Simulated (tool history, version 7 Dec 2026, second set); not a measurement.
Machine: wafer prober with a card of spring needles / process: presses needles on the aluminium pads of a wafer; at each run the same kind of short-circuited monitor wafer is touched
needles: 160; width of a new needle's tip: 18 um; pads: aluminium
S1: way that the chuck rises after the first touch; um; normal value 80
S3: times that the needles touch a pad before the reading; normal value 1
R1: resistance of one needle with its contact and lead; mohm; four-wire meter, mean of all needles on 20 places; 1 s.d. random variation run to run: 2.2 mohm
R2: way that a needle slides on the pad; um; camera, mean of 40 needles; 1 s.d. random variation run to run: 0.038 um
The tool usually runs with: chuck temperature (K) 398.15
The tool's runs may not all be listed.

run 1 hour=0 | S1=80 chuck_temperature_(K)=398.15 S3=1 | R1=241 R2=14.2
-- hour=4.6 tips cleaned on abrasive film
-- hour=17.1 tips cleaned on abrasive film
-- hour=29.5 tips cleaned on abrasive film
run 2 hour=32.8 | S1=80 chuck_temperature_(K)=398.15 S3=1 | R1=243 R2=14.24
-- hour=42.4 tips cleaned on abrasive film
-- hour=56.1 tips cleaned on abrasive film
run 3 hour=57.1 | S1=80 chuck_temperature_(K)=359.15 S3=1 | R1=232 R2=14.19
-- hour=69.4 tips cleaned on abrasive film
run 4 hour=78 | S1=80 chuck_temperature_(K)=359.15 S3=1 | R1=236 R2=14.2
-- hour=81 tips cleaned on abrasive film
-- hour=94 tips cleaned on abrasive film
-- hour=106.1 tips cleaned on abrasive film
-- hour=109.2 height of the first contact set anew
run 5 hour=111 | S1=80 chuck_temperature_(K)=359.15 S3=1 | R1=235 R2=14.2
-- hour=119.4 tips cleaned on abrasive film
-- hour=131.5 tips cleaned on abrasive film
run 6 hour=131.8 | S1=80 chuck_temperature_(K)=398.15 S3=1 | R1=247 R2=14.21
-- hour=143.8 tips cleaned on abrasive film
-- hour=157.4 tips cleaned on abrasive film
run 7 hour=165.1 | S1=80 chuck_temperature_(K)=398.15 S3=1 | R1=245 R2=14.23
-- hour=171.7 tips cleaned on abrasive film
-- hour=183.8 tips cleaned on abrasive film
-- hour=197 tips cleaned on abrasive film
run 8 hour=197.7 | S1=80 chuck_temperature_(K)=342.15 S3=1 | R1=230 R2=14.24
-- hour=210 tips cleaned on abrasive film
-- hour=222.2 tips cleaned on abrasive film
run 9 hour=232.4 | S1=80 chuck_temperature_(K)=342.15 S3=1 | R1=226 R2=14.24
-- hour=234.4 tips cleaned on abrasive film
-- hour=248.1 tips cleaned on abrasive film
-- hour=261.9 tips cleaned on abrasive film
run 10 hour=264.6 | S1=80 chuck_temperature_(K)=342.15 S3=1 | R1=230 R2=14.17
-- hour=274 tips cleaned on abrasive film
-- hour=286.1 tips cleaned on abrasive film
run 11 hour=286.1 | S1=62 chuck_temperature_(K)=398.15 S3=1 | R1=255 R2=11.09
-- hour=297.9 tips cleaned on abrasive film
-- hour=310.5 tips cleaned on abrasive film
run 12 hour=316.3 | S1=62 chuck_temperature_(K)=398.15 S3=1 | R1=254 R2=11.01
-- hour=322.3 tips cleaned on abrasive film
-- hour=336 tips cleaned on abrasive film
run 13 hour=342.2 | S1=62 chuck_temperature_(K)=398.15 S3=1 | R1=255 R2=10.94
-- hour=349.3 tips cleaned on abrasive film
run 14 hour=359.1 | S1=62 chuck_temperature_(K)=398.15 S3=1 | R1=251 R2=11.01
-- hour=362.1 tips cleaned on abrasive film
-- hour=375.2 tips cleaned on abrasive film
run 15 hour=379.9 | S1=80 chuck_temperature_(K)=312.15 S3=3 | R1=221 R2=14.22
-- hour=387 height of the first contact set anew
-- hour=388.7 tips cleaned on abrasive film
-- hour=401.2 tips cleaned on abrasive film
run 16 hour=401.2 | S1=80 chuck_temperature_(K)=312.15 S3=3 | R1=220 R2=14.15
-- hour=413.8 tips cleaned on abrasive film
-- hour=426.7 tips cleaned on abrasive film
run 17 hour=429.8 | S1=80 chuck_temperature_(K)=312.15 S3=3 | R1=222 R2=14.23
-- hour=439.2 tips cleaned on abrasive film
run 18 hour=446.2 | S1=80 chuck_temperature_(K)=398.15 S3=2 | R1=244 R2=14.27
-- hour=451.1 tips cleaned on abrasive film
-- hour=463.3 tips cleaned on abrasive film
-- hour=477.2 tips cleaned on abrasive film
run 19 hour=481.8 | S1=80 chuck_temperature_(K)=398.15 S3=2 | R1=243 R2=14.27
-- hour=489.4 tips cleaned on abrasive film
run 20 hour=499.6 | S1=80 chuck_temperature_(K)=398.15 S3=3 | R1=244 R2=14.19
-- hour=502.6 tips cleaned on abrasive film
-- hour=515.3 tips cleaned on abrasive film
-- hour=527.8 tips cleaned on abrasive film
run 21 hour=532.4 | S1=66 chuck_temperature_(K)=398.15 S3=2 | R1=250 R2=11.72
-- hour=541.1 tips cleaned on abrasive film
-- hour=554.2 tips cleaned on abrasive film
run 22 hour=565.2 | S1=80 chuck_temperature_(K)=302.15 S3=2 | R1=220 R2=14.22
-- hour=568.2 tips cleaned on abrasive film
-- hour=581.7 tips cleaned on abrasive film
-- hour=593.7 tips cleaned on abrasive film
run 23 hour=593.7 | S1=78 chuck_temperature_(K)=357.15 S3=1 | R1=232 R2=13.83
-- hour=606.1 tips cleaned on abrasive film
-- hour=618.5 tips cleaned on abrasive film
run 24 hour=623.2 | S1=67 chuck_temperature_(K)=331.15 S3=2 | R1=231 R2=11.89
-- hour=631.1 tips cleaned on abrasive film
-- hour=644.4 tips cleaned on abrasive film
run 25 hour=644.8 | S1=80 chuck_temperature_(K)=309.15 S3=1 | R1=222 R2=14.23
-- hour=657.1 tips cleaned on abrasive film
-- hour=664.7 height of the first contact set anew
run 26 hour=666.2 | S1=80 chuck_temperature_(K)=398.15 S3=2 | R1=245 R2=14.21
-- hour=669.2 tips cleaned on abrasive film
-- hour=682.5 tips cleaned on abrasive film
run 27 hour=687.2 | S1=80 chuck_temperature_(K)=398.15 S3=2 | R1=241 R2=14.24
-- hour=695.7 tips cleaned on abrasive film
-- hour=708.8 tips cleaned on abrasive film
-- hour=721 tips cleaned on abrasive film
run 28 hour=721 | S1=80 chuck_temperature_(K)=301.15 S3=2 | R1=217 R2=14.22

Alternative continuations, all from the tool just after run 28; predict every row:
-- hour=734.3 tips cleaned on abrasive film
-- hour=746.7 tips cleaned on abrasive film
run A hour=752.3 | S1=90 chuck_temperature_(K)=312.15 S3=3 | R1=? R2=?
-- hour=734.3 tips cleaned on abrasive film
-- hour=746.7 tips cleaned on abrasive film
run B hour=752.3 | S1=80 chuck_temperature_(K)=348.15 S3=3 | R1=? R2=?
-- hour=734.3 tips cleaned on abrasive film
-- hour=746.7 tips cleaned on abrasive film
run C hour=752.3 | S1=98 chuck_temperature_(K)=317.15 S3=2 | R1=? R2=?

run=A R1=218 R2=15.99
run=B R1=232 R2=14.24
run=C R1=217 R2=17.44
The same runs, with their run-to-run variation unchanged, on a tool lacking any hidden condition would have given:
run=A R1=218 R2=15.99
run=B R1=232 R2=14.24
run=C R1=217 R2=17.44
